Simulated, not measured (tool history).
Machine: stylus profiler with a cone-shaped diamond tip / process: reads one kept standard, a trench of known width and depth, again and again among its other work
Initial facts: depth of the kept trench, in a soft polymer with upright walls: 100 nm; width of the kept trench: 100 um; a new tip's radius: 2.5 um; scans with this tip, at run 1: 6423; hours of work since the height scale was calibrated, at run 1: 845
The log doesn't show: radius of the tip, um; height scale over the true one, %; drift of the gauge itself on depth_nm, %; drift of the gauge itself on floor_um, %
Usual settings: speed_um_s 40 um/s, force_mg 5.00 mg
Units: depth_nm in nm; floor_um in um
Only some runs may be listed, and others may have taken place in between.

run,hour,speed_um_s,force_mg,scans with this tip,hours of work since the height scale was calibrated,depth_nm,floor_um
1,0.0,40,5.00,6423,845,101.33,98.51
2,39.4,18,5.00,6652,875,101.45,98.54
3,83.7,18,5.00,6909,909,101.53,98.51
4,152.0,40,3.65,7306,961,101.09,98.46
5,217.1,40,5.00,7685,1011,101.30,98.46
6,256.5,40,5.00,7914,1041,101.46,98.49
7,294.0,40,5.00,8132,1070,101.32,98.44
# hour 351.7: new tip fitted, height scale calibrated
8,374.4,25,5.15,132,17,101.49,98.53
9,419.4,53,3.16,394,52,101.09,98.42
10,481.7,70,7.88,756,99,102.12,98.42
11,552.9,20,7.88,1170,154,101.83,98.57
12,630.3,20,7.88,1620,213,101.98,98.54

Below are 4 alternative next runs, each starting from the tool's condition after run 12. Predict each:
A,707.9,23,1.82,2071,272,?,?
B,707.9,10,1.70,2071,272,?,?
C,707.9,40,2.46,2071,272,?,?
D,707.9,59,5.00,2071,272,?,?

run,depth_nm,floor_um
A,100.69,98.51
B,100.70,98.57
C,100.83,98.43
D,101.34,98.43
The same runs, with their run-to-run variation unchanged, on a tool lacking any hidden condition would have given:
run,depth_nm,floor_um
A,100.69,98.52
B,100.71,98.57
C,100.83,98.43
D,101.34,98.43
